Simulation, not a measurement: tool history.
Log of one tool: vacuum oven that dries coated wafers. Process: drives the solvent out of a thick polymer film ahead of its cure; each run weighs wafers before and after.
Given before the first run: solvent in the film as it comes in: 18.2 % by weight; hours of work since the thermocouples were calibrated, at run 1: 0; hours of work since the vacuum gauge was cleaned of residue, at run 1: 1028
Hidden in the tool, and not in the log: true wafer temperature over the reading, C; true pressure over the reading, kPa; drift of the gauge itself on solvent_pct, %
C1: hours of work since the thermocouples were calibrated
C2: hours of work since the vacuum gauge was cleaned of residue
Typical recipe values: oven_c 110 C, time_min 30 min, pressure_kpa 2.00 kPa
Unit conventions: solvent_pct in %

{"run": 1, "day": 0.0, "oven_c": 110, "time_min": 30, "pressure_kpa": 2.0, "C1": 0, "C2": 1028, "solvent_pct": 2.67}
{"run": 2, "day": 1.671, "oven_c": 110, "time_min": 30, "pressure_kpa": 2.0, "C1": 24, "C2": 1053, "solvent_pct": 2.72}
{"run": 3, "day": 3.538, "oven_c": 110, "time_min": 27, "pressure_kpa": 2.0, "C1": 52, "C2": 1080, "solvent_pct": 3.03}
{"run": 4, "day": 5.175, "oven_c": 110, "time_min": 27, "pressure_kpa": 2.0, "C1": 76, "C2": 1104, "solvent_pct": 2.97}
{"run": 5, "day": 7.0, "oven_c": 110, "time_min": 30, "pressure_kpa": 2.0, "C1": 103, "C2": 1131, "solvent_pct": 2.67}
{"run": 6, "day": 8.483, "oven_c": 110, "time_min": 30, "pressure_kpa": 2.0, "C1": 124, "C2": 1153, "solvent_pct": 2.67}
{"run": 7, "day": 10.5, "oven_c": 104, "time_min": 30, "pressure_kpa": 2.0, "C1": 154, "C2": 1182, "solvent_pct": 4.11}
{"run": 8, "day": 13.317, "oven_c": 104, "time_min": 30, "pressure_kpa": 2.0, "C1": 195, "C2": 1224, "solvent_pct": 4.11}
{"run": 9, "day": 14.85, "oven_c": 104, "time_min": 30, "pressure_kpa": 2.0, "C1": 218, "C2": 1246, "solvent_pct": 4.09}
{"run": 10, "day": 17.396, "oven_c": 104, "time_min": 30, "pressure_kpa": 2.0, "C1": 255, "C2": 1283, "solvent_pct": 4.08}
{"run": 11, "day": 19.729, "oven_c": 110, "time_min": 30, "pressure_kpa": 2.0, "C1": 290, "C2": 1318, "solvent_pct": 2.66}
{"run": 12, "day": 21.967, "oven_c": 110, "time_min": 30, "pressure_kpa": 2.0, "C1": 322, "C2": 1350, "solvent_pct": 2.63}
{"run": 13, "day": 23.825, "oven_c": 110, "time_min": 30, "pressure_kpa": 2.0, "C1": 350, "C2": 1378, "solvent_pct": 2.64}
{"run": 14, "day": 26.738, "oven_c": 106, "time_min": 30, "pressure_kpa": 2.0, "C1": 392, "C2": 1420, "solvent_pct": 3.51}
{"run": 15, "day": 29.642, "oven_c": 106, "time_min": 30, "pressure_kpa": 2.0, "C1": 435, "C2": 1463, "solvent_pct": 3.48}
{"run": 16, "day": 30.867, "oven_c": 108, "time_min": 30, "pressure_kpa": 2.0, "C1": 453, "C2": 1481, "solvent_pct": 3.0}
{"run": 17, "day": 33.654, "oven_c": 108, "time_min": 30, "pressure_kpa": 2.0, "C1": 494, "C2": 1522, "solvent_pct": 3.04}
{"run": 18, "day": 36.021, "oven_c": 108, "time_min": 30, "pressure_kpa": 2.0, "C1": 529, "C2": 1557, "solvent_pct": 3.03}
{"run": 19, "day": 37.779, "oven_c": 108, "time_min": 30, "pressure_kpa": 2.0, "C1": 554, "C2": 1582, "solvent_pct": 3.03}
{"run": 20, "day": 40.662, "oven_c": 108, "time_min": 30, "pressure_kpa": 2.0, "C1": 597, "C2": 1625, "solvent_pct": 3.01}
{"run": 21, "day": 43.442, "oven_c": 110, "time_min": 30, "pressure_kpa": 6.7, "C1": 637, "C2": 1666, "solvent_pct": 5.31}
{"run": 22, "day": 44.988, "oven_c": 110, "time_min": 30, "pressure_kpa": 6.7, "C1": 660, "C2": 1688, "solvent_pct": 5.27}
{"run": 23, "day": 47.975, "oven_c": 110, "time_min": 30, "pressure_kpa": 6.7, "C1": 704, "C2": 1732, "solvent_pct": 5.24}
{"run": 24, "day": 49.725, "oven_c": 110, "time_min": 30, "pressure_kpa": 6.7, "C1": 730, "C2": 1758, "solvent_pct": 5.26}
{"run": 25, "day": 51.742, "oven_c": 110, "time_min": 30, "pressure_kpa": 6.7, "C1": 759, "C2": 1787, "solvent_pct": 5.2}
{"run": 26, "day": 53.35, "oven_c": 110, "time_min": 30, "pressure_kpa": 6.7, "C1": 783, "C2": 1811, "solvent_pct": 5.22}
{"run": 27, "day": 55.625, "oven_c": 118, "time_min": 35, "pressure_kpa": 1.55, "C1": 816, "C2": 1844, "solvent_pct": 1.17}
{"day": 57.025, "done": "oven's thermocouples calibrated"}
{"run": 28, "day": 57.85, "oven_c": 118, "time_min": 29, "pressure_kpa": 4.54, "C1": 12, "C2": 1876, "solvent_pct": 2.91}
{"run": 29, "day": 60.171, "oven_c": 118, "time_min": 52, "pressure_kpa": 4.54, "C1": 46, "C2": 1910, "solvent_pct": 2.58}
{"run": 30, "day": 61.754, "oven_c": 118, "time_min": 52, "pressure_kpa": 4.54, "C1": 69, "C2": 1933, "solvent_pct": 2.58}
{"run": 31, "day": 64.596, "oven_c": 118, "time_min": 52, "pressure_kpa": 4.54, "C1": 111, "C2": 1975, "solvent_pct": 2.59}
{"run": 32, "day": 66.825, "oven_c": 118, "time_min": 52, "pressure_kpa": 4.54, "C1": 144, "C2": 2007, "solvent_pct": 2.58}
{"run": 33, "day": 68.8, "oven_c": 122, "time_min": 22, "pressure_kpa": 2.9, "C1": 173, "C2": 2036, "solvent_pct": 2.0}
{"run": 34, "day": 70.938, "oven_c": 105, "time_min": 23, "pressure_kpa": 2.0, "C1": 204, "C2": 2068, "solvent_pct": 5.07}
{"run": 35, "day": 72.933, "oven_c": 114, "time_min": 30, "pressure_kpa": 5.65, "C1": 233, "C2": 2097, "solvent_pct": 4.03}
{"run": 36, "day": 74.138, "oven_c": 113, "time_min": 23, "pressure_kpa": 5.65, "C1": 251, "C2": 2115, "solvent_pct": 4.9}
{"run": 37, "day": 75.8, "oven_c": 113, "time_min": 23, "pressure_kpa": 5.65, "C1": 275, "C2": 2139, "solvent_pct": 4.85}
{"run": 38, "day": 77.017, "oven_c": 113, "time_min": 23, "pressure_kpa": 5.65, "C1": 293, "C2": 2157, "solvent_pct": 4.83}
{"run": 39, "day": 78.779, "oven_c": 113, "time_min": 23, "pressure_kpa": 5.65, "C1": 319, "C2": 2183, "solvent_pct": 4.8}
{"run": 40, "day": 81.171, "oven_c": 113, "time_min": 23, "pressure_kpa": 1.71, "C1": 354, "C2": 2218, "solvent_pct": 2.79}
{"run": 41, "day": 83.338, "oven_c": 102, "time_min": 17, "pressure_kpa": 6.25, "C1": 386, "C2": 2250, "solvent_pct": 9.75}
{"run": 42, "day": 84.9, "oven_c": 102, "time_min": 33, "pressure_kpa": 3.33, "C1": 409, "C2": 2273, "solvent_pct": 5.34}
{"run": 43, "day": 86.975, "oven_c": 110, "time_min": 19, "pressure_kpa": 2.0, "C1": 439, "C2": 2303, "solvent_pct": 4.35}
{"run": 44, "day": 89.892, "oven_c": 96, "time_min": 29, "pressure_kpa": 3.85, "C1": 482, "C2": 2346, "solvent_pct": 8.27}
{"run": 45, "day": 91.754, "oven_c": 96, "time_min": 40, "pressure_kpa": 1.87, "C1": 510, "C2": 2373, "solvent_pct": 5.37}
{"run": 46, "day": 93.167, "oven_c": 104, "time_min": 30, "pressure_kpa": 3.16, "C1": 530, "C2": 2394, "solvent_pct": 4.97}

Each row is a separate what-if for the run after 46, all from the same tool condition, not one after another. Results?
{"run": "A", "day": 96.117, "oven_c": 110, "time_min": 17, "pressure_kpa": 2.0, "C1": 574, "C2": 2437, "solvent_pct": "?"}
{"run": "B", "day": 96.117, "oven_c": 103, "time_min": 30, "pressure_kpa": 2.0, "C1": 574, "C2": 2437, "solvent_pct": "?"}
{"run": "C", "day": 96.117, "oven_c": 110, "time_min": 17, "pressure_kpa": 5.2, "C1": 574, "C2": 2437, "solvent_pct": "?"}
{"run": "D", "day": 96.117, "oven_c": 104, "time_min": 17, "pressure_kpa": 1.53, "C1": 574, "C2": 2437, "solvent_pct": "?"}
{"run": "E", "day": 96.117, "oven_c": 101, "time_min": 50, "pressure_kpa": 1.9, "C1": 574, "C2": 2437, "solvent_pct": "?"}

run=A solvent_pct=4.82
run=B solvent_pct=4.45
run=C solvent_pct=6.43
run=D solvent_pct=6.37
run=E solvent_pct=3.30
Stripped of hidden state, with their random variation kept, the same runs would have yielded:
run=A solvent_pct=4.71
run=B solvent_pct=4.16
run=C solvent_pct=6.35
run=D solvent_pct=6.25
run=E solvent_pct=2.81
